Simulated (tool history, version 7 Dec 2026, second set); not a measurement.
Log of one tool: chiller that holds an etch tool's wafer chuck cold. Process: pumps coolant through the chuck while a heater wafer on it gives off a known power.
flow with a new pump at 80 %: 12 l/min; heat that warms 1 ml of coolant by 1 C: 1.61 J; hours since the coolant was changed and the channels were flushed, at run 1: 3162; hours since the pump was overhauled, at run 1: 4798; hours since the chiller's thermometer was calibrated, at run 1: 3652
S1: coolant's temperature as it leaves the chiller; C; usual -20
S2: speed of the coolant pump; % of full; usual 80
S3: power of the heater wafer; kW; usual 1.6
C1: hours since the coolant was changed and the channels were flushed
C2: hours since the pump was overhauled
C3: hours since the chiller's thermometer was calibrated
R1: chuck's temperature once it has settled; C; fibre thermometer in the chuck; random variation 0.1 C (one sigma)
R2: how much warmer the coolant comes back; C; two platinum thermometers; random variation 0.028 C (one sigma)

Run 1, hour 0: usual settings; C1 3162; C2 4798; C3 3652. Result: R1 -7.8 C, R2 5.26 C.
Run 2, hour 113.2: usual settings; C1 3275; C2 4912; C3 3765. Result: R1 -7.6 C, R2 5.26 C.
Run 3, hour 269: usual settings but S3 0.863 kW; C1 3431; C2 5067; C3 3921. Result: R1 -13.4 C, R2 2.87 C.
Run 4, hour 341.4: usual settings but S3 0.863 kW; C1 3503; C2 5140; C3 3993. Result: R1 -13.4 C, R2 2.8 C.
Run 5, hour 494.8: usual settings but S3 1.109 kW; C1 3656; C2 5293; C3 4147. Result: R1 -11.5 C, R2 3.64 C.
At hour 511.6: coolant pump overhauled.
Run 6, hour 648: usual settings but S3 1.109 kW; C1 3805; C2 136; C3 4295. Result: R1 -11.4 C, R2 3.79 C.
At hour 735.7: chiller's thermometer calibrated.
Run 7, hour 785.6: usual settings but S1 -11 C, S2 86 % of full, S3 1.109 kW; C1 3941; C2 273; C3 50. Result: R1 -2.3 C, R2 3.58 C.
Run 8, hour 918.7: usual settings but S1 -14 C, S2 62 % of full, S3 2.026 kW; C1 4074; C2 406; C3 183. Result: R1 7.1 C, R2 8.84 C.
Run 9, hour 1041: usual settings but S1 -23 C, S2 83 % of full, S3 0.859 kW; C1 4197; C2 528; C3 305. Result: R1 -16 C, R2 2.9 C.
Run 10, hour 1157.4: usual settings but S1 -23 C, S2 83 % of full, S3 0.859 kW; C1 4313; C2 645; C3 422. Result: R1 -15.9 C, R2 2.87 C.
Run 11, hour 1257.6: usual settings but S1 -27 C, S2 83 % of full, S3 1.759 kW; C1 4413; C2 745; C3 522. Result: R1 -12.6 C, R2 5.86 C.
Run 12, hour 1403.4: usual settings but S1 -13 C, S3 2.132 kW; C1 4559; C2 891; C3 668. Result: R1 5.1 C, R2 7.41 C.

Forecast each of these 5 alternatives for the next run:
At hour 1476.2: coolant pump overhauled, once more.
Run A, hour 1503.2: usual settings but S1 -23 C, S2 75 % of full, S3 2.132 kW; C1 4654; C2 27; C3 762. Result: R1 ?, R2 ?.
At hour 1476.2: coolant pump overhauled, once more.
Run B, hour 1503.2: usual settings but S1 -29 C, S2 81 % of full, S3 1.258 kW; C1 4654; C2 27; C3 762. Result: R1 ?, R2 ?.
At hour 1476.2: coolant pump overhauled, once more.
Run C, hour 1503.2: usual settings but S2 92 % of full, S3 1.56 kW; C1 4654; C2 27; C3 762. Result: R1 ?, R2 ?.
At hour 1476.2: coolant pump overhauled, once more.
Run D, hour 1503.2: usual settings but S1 -12 C, S2 72 % of full, S3 1.357 kW; C1 4654; C2 27; C3 762. Result: R1 ?, R2 ?.
At hour 1476.2: coolant pump overhauled, once more.
Run E, hour 1503.2: usual settings but S1 -19 C, S2 85 % of full, S3 2.08 kW; C1 4654; C2 27; C3 762. Result: R1 ?, R2 ?.

run     R1    R2
  A   -5.6  7.07
  B  -19.3  3.85
  C   -9.3  4.26
  D   -0.5  4.67
  E   -3.7  6.12
Without the tool's hidden state the same runs would have given:
run     R1    R2
  A   -7.4   7.1
  B  -20.2  3.87
  C  -10.4  4.27
  D   -1.6  4.68
  E   -5.2  6.14

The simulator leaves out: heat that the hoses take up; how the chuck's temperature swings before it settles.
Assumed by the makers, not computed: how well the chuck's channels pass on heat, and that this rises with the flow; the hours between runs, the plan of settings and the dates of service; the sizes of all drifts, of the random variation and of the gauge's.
